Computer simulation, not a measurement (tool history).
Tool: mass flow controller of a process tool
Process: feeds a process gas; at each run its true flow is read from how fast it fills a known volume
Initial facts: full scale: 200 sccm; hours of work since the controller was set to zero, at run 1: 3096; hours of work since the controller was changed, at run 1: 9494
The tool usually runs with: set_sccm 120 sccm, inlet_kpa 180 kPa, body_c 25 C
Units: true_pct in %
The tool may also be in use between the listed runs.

run,hour,set_sccm,inlet_kpa,body_c,hours of work since the controller was set to zero,hours of work since the controller was changed,true_pct
1,0,120,180,25,3096,9494,97.19
2,386.5,105,180,25,3350,9749,96.75
3,771,190,180,25,3603,10001,98.55
4,1181,120,180,25,3873,10271,97.04
5,1579.2,120,180,25,4135,10533,97.04
6,2061.1,120,180,25,4451,10850,96.89
7,2302.7,120,180,25,4610,11008,96.8
8,2620.3,120,180,25,4819,11217,96.66
9,2876.4,120,180,25,4987,11386,96.65
10,3226.4,120,180,25,5218,11616,96.5
11,3621.5,120,180,25,5477,11876,96.51
12,3963.8,120,180,25,5702,12101,96.32
# hour 4005.8: controller's zero set anew
13,4271.4,120,180,25,175,12303,95.43
14,4527,120,180,25,343,12471,95.31
15,4733.6,120,180,25,479,12606,95.3
# hour 4968.1: controller's zero set anew, once more
16,5140.3,120,180,38,113,12874,97.12
17,5478,120,180,38,335,13096,97.17
18,5810.9,120,180,38,554,13315,97.06
19,6115.7,120,180,38,755,13515,97.01
20,6513.7,120,180,38,1016,13777,96.95
21,6989.3,120,199,25,1329,14089,97.35
22,7194.8,120,199,25,1464,14224,97.26
23,7406,120,159,24,1603,14363,97.61
24,7799.7,120,159,24,1862,14622,97.43
25,8282.2,45,180,29,2179,14939,94.78
26,8701.8,111,157,25,2455,15215,96.81
27,9001.9,111,157,25,2652,15413,96.89
28,9277.3,35,229,33,2833,15594,93.03

Predict the results of run 29:
# hour 9574.1: controller exchanged for a calibrated one
29,9633.8,35,229,33,39,39,?

{"run 29": {"true_pct": 96.67}}
Were there no unlogged condition in the tool, this run, its random variation unchanged, would have produced true_pct 96.93 %.
